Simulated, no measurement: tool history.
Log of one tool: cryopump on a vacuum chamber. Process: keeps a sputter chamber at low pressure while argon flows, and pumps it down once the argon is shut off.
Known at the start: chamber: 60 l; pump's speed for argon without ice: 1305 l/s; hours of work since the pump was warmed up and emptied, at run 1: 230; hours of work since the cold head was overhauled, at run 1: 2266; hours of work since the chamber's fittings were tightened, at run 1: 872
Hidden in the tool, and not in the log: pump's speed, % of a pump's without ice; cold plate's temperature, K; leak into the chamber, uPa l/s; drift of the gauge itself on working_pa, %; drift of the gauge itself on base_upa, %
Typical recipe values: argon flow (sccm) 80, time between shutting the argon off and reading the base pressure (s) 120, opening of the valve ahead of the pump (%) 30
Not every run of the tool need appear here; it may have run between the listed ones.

| run | hour | argon flow (sccm) | time between shutting the argon off and reading the base pressure (s) | opening of the valve ahead of the pump (%) | hours of work since the pump was warmed up and emptied | hours of work since the cold head was overhauled | hours of work since the chamber's fittings were tightened | pressure while argon flows (Pa) | pressure after the wait (uPa) |
|---|---|---|---|---|---|---|---|---|---|
| 1 | 0 | 80 | 120 | 30 | 230 | 2266 | 872 | 0.3623 | 1.6 |
| 2 | 95.2 | 80 | 120 | 30 | 291 | 2327 | 933 | 0.364 | 1.63 |
| 3 | 184.3 | 80 | 120 | 30 | 348 | 2384 | 991 | 0.3685 | 1.71 |
|  | 239 | pump warmed up, emptied and cooled again |
| 4 | 296.3 | 80 | 120 | 30 | 37 | 2453 | 1059 | 0.3508 | 1.59 |
| 5 | 386 | 80 | 120 | 30 | 94 | 2511 | 1117 | 0.351 | 1.68 |
| 6 | 458.1 | 80 | 120 | 30 | 141 | 2557 | 1163 | 0.3547 | 1.72 |
| 7 | 563.4 | 80 | 120 | 30 | 208 | 2625 | 1231 | 0.3584 | 1.74 |
| 8 | 655.3 | 80 | 120 | 30 | 268 | 2684 | 1290 | 0.3601 | 1.76 |
| 9 | 738.6 | 80 | 120 | 30 | 321 | 2737 | 1344 | 0.3656 | 1.9 |
|  | 836.8 | pump warmed up, emptied and cooled again |
| 10 | 838.5 | 80 | 120 | 30 | 1 | 2798 | 1405 | 0.347 | 1.72 |
| 11 | 899.9 | 80 | 120 | 30 | 41 | 2838 | 1444 | 0.3467 | 1.79 |
| 12 | 954.4 | 80 | 120 | 30 | 76 | 2873 | 1479 | 0.3493 | 1.8 |
| 13 | 1013.4 | 80 | 120 | 30 | 114 | 2911 | 1517 | 0.3511 | 1.79 |
| 14 | 1081.6 | 80 | 269 | 30 | 157 | 2955 | 1561 | 0.3556 | 1.39 |
| 15 | 1147.6 | 80 | 269 | 30 | 200 | 2997 | 1603 | 0.3607 | 1.42 |
| 16 | 1246.2 | 80 | 22 | 30 | 263 | 3060 | 1667 | 0.3597 | 5.66 |
| 17 | 1337.8 | 119 | 20 | 30 | 322 | 3119 | 1726 | 0.5392 | 6.35 |
| 18 | 1398.1 | 119 | 20 | 30 | 361 | 3158 | 1764 | 0.544 | 6.41 |
|  | 1435.3 | pump warmed up, emptied and cooled again |
| 19 | 1483.1 | 119 | 20 | 30 | 31 | 3209 | 1816 | 0.5233 | 6.07 |
| 20 | 1546.4 | 80 | 123 | 42 | 71 | 3250 | 1856 | 0.255 | 1.95 |
| 21 | 1632.9 | 78 | 105 | 15 | 127 | 3306 | 1912 | 0.684 | 2.13 |
| 22 | 1692.2 | 45 | 120 | 30 | 165 | 3344 | 1950 | 0.1998 | 2.07 |
| 23 | 1754.1 | 88 | 25 | 30 | 205 | 3384 | 1990 | 0.3976 | 5.32 |
| 24 | 1860.4 | 63 | 25 | 30 | 273 | 3452 | 2058 | 0.2852 | 5.44 |
| 25 | 1941.8 | 63 | 25 | 30 | 326 | 3504 | 2111 | 0.29 | 5.38 |
| 26 | 1994.5 | 160 | 71 | 38 | 359 | 3538 | 2144 | 0.5916 | 2.81 |
|  | 2034.4 | pump warmed up, emptied and cooled again |
| 27 | 2074 | 160 | 71 | 38 | 25 | 3586 | 2192 | 0.5518 | 2.57 |
| 28 | 2168.5 | 129 | 158 | 15 | 86 | 3647 | 2253 | 1.1242 | 1.88 |
| 29 | 2218.5 | 39 | 50 | 49 | 118 | 3679 | 2285 | 0.1079 | 3.25 |

Here are 3 independent what-if runs from the current tool condition. What would each one return?
| A | 2304.5 | 56 | 178 | 30 | 174 | 3734 | 2340 | ? | ? |
| B | 2304.5 | 38 | 260 | 50 | 174 | 3734 | 2340 | ? | ? |
| C | 2304.5 | 39 | 50 | 19 | 174 | 3734 | 2340 | ? | ? |

| run | pressure while argon flows (Pa) | pressure after the wait (uPa) |
|---|---|---|
| A | 0.2494 | 1.97 |
| B | 0.104 | 1.78 |
| C | 0.2712 | 3.33 |
Without the tool's hidden state the same runs would have given:
| run | pressure while argon flows (Pa) | pressure after the wait (uPa) |
|---|---|---|
| A | 0.2407 | 0.8 |
| B | 0.0981 | 0.61 |
| C | 0.2652 | 2.2 |
